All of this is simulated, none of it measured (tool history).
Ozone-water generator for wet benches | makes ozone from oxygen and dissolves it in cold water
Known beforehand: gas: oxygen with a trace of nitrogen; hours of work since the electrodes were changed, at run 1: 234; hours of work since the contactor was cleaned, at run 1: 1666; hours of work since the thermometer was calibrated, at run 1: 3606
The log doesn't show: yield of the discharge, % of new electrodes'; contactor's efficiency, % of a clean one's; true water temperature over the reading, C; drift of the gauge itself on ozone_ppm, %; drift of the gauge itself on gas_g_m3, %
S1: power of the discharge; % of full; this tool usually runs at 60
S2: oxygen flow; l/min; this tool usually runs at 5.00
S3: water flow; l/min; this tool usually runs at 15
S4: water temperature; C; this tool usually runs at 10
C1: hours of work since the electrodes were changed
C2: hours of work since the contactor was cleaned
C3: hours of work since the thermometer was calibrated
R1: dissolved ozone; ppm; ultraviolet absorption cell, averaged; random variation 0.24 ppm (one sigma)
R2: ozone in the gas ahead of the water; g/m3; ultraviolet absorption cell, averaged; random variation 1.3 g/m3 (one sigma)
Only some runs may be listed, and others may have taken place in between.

{"run": 1, "day": 0.0, "S1": 60, "S2": 5.0, "S3": 15, "S4": 10, "C1": 234, "C2": 1666, "C3": 3606, "R1": 35.5, "R2": 233.6}
{"run": 2, "day": 2.525, "S1": 60, "S2": 5.0, "S3": 15, "S4": 10, "C1": 275, "C2": 1707, "C3": 3646, "R1": 35.2, "R2": 232.9}
{"run": 3, "day": 7.433, "S1": 60, "S2": 5.0, "S3": 15, "S4": 10, "C1": 353, "C2": 1786, "C3": 3725, "R1": 35.1, "R2": 230.2}
{"run": 4, "day": 10.954, "S1": 60, "S2": 5.0, "S3": 15, "S4": 10, "C1": 410, "C2": 1842, "C3": 3782, "R1": 34.5, "R2": 234.0}
{"run": 5, "day": 16.762, "S1": 60, "S2": 5.0, "S3": 11, "S4": 10, "C1": 503, "C2": 1935, "C3": 3875, "R1": 43.2, "R2": 233.2}
{"run": 6, "day": 21.579, "S1": 60, "S2": 5.0, "S3": 15, "S4": 10, "C1": 580, "C2": 2013, "C3": 3952, "R1": 35.2, "R2": 231.4}
{"day": 22.067, "done": "contactor cleaned"}
{"day": 23.671, "done": "water thermometer calibrated"}
{"run": 7, "day": 25.683, "S1": 60, "S2": 5.0, "S3": 11, "S4": 10, "C1": 643, "C2": 58, "C3": 32, "R1": 43.0, "R2": 230.4}
{"run": 8, "day": 29.912, "S1": 60, "S2": 5.0, "S3": 20, "S4": 10, "C1": 711, "C2": 126, "C3": 100, "R1": 27.9, "R2": 233.3}
{"run": 9, "day": 33.975, "S1": 60, "S2": 5.0, "S3": 20, "S4": 10, "C1": 776, "C2": 191, "C3": 165, "R1": 27.7, "R2": 232.0}
{"run": 10, "day": 38.538, "S1": 60, "S2": 5.0, "S3": 10, "S4": 10, "C1": 850, "C2": 264, "C3": 239, "R1": 44.7, "R2": 230.8}
{"day": 40.908, "done": "contactor cleaned, once more"}
{"run": 11, "day": 42.775, "S1": 66, "S2": 5.0, "S3": 16, "S4": 16, "C1": 915, "C2": 30, "C3": 304, "R1": 33.9, "R2": 247.2}
{"run": 12, "day": 48.162, "S1": 41, "S2": 2.65, "S3": 18, "S4": 10, "C1": 1001, "C2": 116, "C3": 390, "R1": 20.1, "R2": 225.5}
{"run": 13, "day": 50.621, "S1": 70, "S2": 5.0, "S3": 15, "S4": 9, "C1": 1041, "C2": 156, "C3": 430, "R1": 40.6, "R2": 258.2}
{"run": 14, "day": 56.542, "S1": 60, "S2": 5.0, "S3": 21, "S4": 10, "C1": 1136, "C2": 251, "C3": 525, "R1": 27.3, "R2": 229.8}
{"run": 15, "day": 59.442, "S1": 56, "S2": 2.83, "S3": 12, "S4": 16, "C1": 1182, "C2": 297, "C3": 571, "R1": 33.6, "R2": 280.4}
{"run": 16, "day": 63.904, "S1": 56, "S2": 7.11, "S3": 17, "S4": 16, "C1": 1254, "C2": 369, "C3": 643, "R1": 28.3, "R2": 187.7}
{"run": 17, "day": 66.738, "S1": 99, "S2": 6.52, "S3": 17, "S4": 6, "C1": 1299, "C2": 414, "C3": 688, "R1": 52.1, "R2": 303.4}
{"run": 18, "day": 72.762, "S1": 65, "S2": 5.23, "S3": 9, "S4": 8, "C1": 1396, "C2": 511, "C3": 785, "R1": 53.5, "R2": 237.3}
{"run": 19, "day": 78.625, "S1": 65, "S2": 5.23, "S3": 9, "S4": 8, "C1": 1490, "C2": 605, "C3": 879, "R1": 53.8, "R2": 237.2}
{"run": 20, "day": 82.704, "S1": 60, "S2": 8.7, "S3": 20, "S4": 9, "C1": 1556, "C2": 671, "C3": 945, "R1": 30.1, "R2": 178.1}

A few steps of R1 between consecutive runs. Split each: what settings, incoming material and random variation would produce without the hidden state, and what is left over for the hidden state, along with gauge scatter present in only one of the two compared results (measured, and without hidden state):
Run 10 -> 11: S1 60 -> 66, S3 10 -> 16, S4 10 -> 16, contactor cleaned, once more. R1 -10.8 ppm: hidden state +1.0, all else -11.8.
Run 16 -> 17: S1 56 -> 99, S2 7.11 -> 6.52, S4 16 -> 6. R1 +23.8 ppm: hidden state -1.4, all else +25.2.
Run 19 -> 20: S1 65 -> 60, S2 5.23 -> 8.70, S3 9 -> 20, S4 8 -> 9. R1 -23.7 ppm: hidden state +0.7, all else -24.4.
